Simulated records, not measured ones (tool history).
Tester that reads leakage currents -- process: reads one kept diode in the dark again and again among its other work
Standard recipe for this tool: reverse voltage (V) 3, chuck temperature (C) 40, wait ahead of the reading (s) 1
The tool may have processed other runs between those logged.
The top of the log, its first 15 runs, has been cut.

| run | hour | reverse voltage (V) | chuck temperature (C) | wait ahead of the reading (s) | hours of work since the probe card was cleaned | hours of work since the tester was calibrated | hours of work since the chuck was calibrated | current that the tester gives (pA) |
|---|---|---|---|---|---|---|---|---|
| 16 | 530.2 | 2.55 | 40 | 3.77 | 381 | 494 | 771 | 108.12 |
| 17 | 571 | 7.92 | 54 | 1.11 | 405 | 517 | 794 | 514.4 |
| 18 | 597.6 | 3 | 25 | 5.82 | 420 | 532 | 809 | 41.75 |
| 19 | 645 | 3 | 25 | 5.82 | 447 | 560 | 836 | 41.85 |
| 20 | 677.4 | 8.04 | 25 | 5.82 | 466 | 578 | 855 | 74.8 |
| 21 | 713.2 | 7.31 | 59 | 5.82 | 486 | 599 | 876 | 664.73 |
| 22 | 749 | 7.31 | 59 | 5.82 | 507 | 619 | 896 | 661.44 |
| 23 | 796.2 | 2.31 | 23 | 0.39 | 534 | 646 | 923 | 31.67 |
| 24 | 847.7 | 1.91 | 47 | 2.26 | 564 | 676 | 953 | 146.6 |
| 25 | 874.5 | 3 | 40 | 0.34 | 579 | 691 | 968 | 120.23 |
| 26 | 911.6 | 10.12 | 40 | 6 | 600 | 713 | 990 | 240.81 |
| 27 | 934.9 | 6.98 | 28 | 7.2 | 614 | 726 | 1003 | 85.85 |
| 28 | 955.7 | 1.24 | 40 | 0.43 | 626 | 738 | 1015 | 71.91 |
| 29 | 988 | 1.37 | 40 | 5.46 | 644 | 757 | 1034 | 75.51 |
| 30 | 1033.8 | 2.3 | 59 | 8.69 | 671 | 783 | 1060 | 341.3 |

Here are 3 independent what-if runs from the current tool condition. What would each one return?
| A | 1074.9 | 1.05 | 44 | 1 | 694 | 807 | 1083 | ? |
| B | 1074.9 | 3 | 29 | 1.28 | 694 | 807 | 1083 | ? |
| C | 1074.9 | 8.52 | 45 | 2.92 | 694 | 807 | 1083 | ? |

| run | current that the tester gives (pA) |
|---|---|
| A | 84.71 |
| B | 56.22 |
| C | 303.05 |
With the hidden condition removed and each run's random variation left untouched, the same runs would have given:
| run | current that the tester gives (pA) |
|---|---|
| A | 85.31 |
| B | 55.26 |
| C | 302.16 |

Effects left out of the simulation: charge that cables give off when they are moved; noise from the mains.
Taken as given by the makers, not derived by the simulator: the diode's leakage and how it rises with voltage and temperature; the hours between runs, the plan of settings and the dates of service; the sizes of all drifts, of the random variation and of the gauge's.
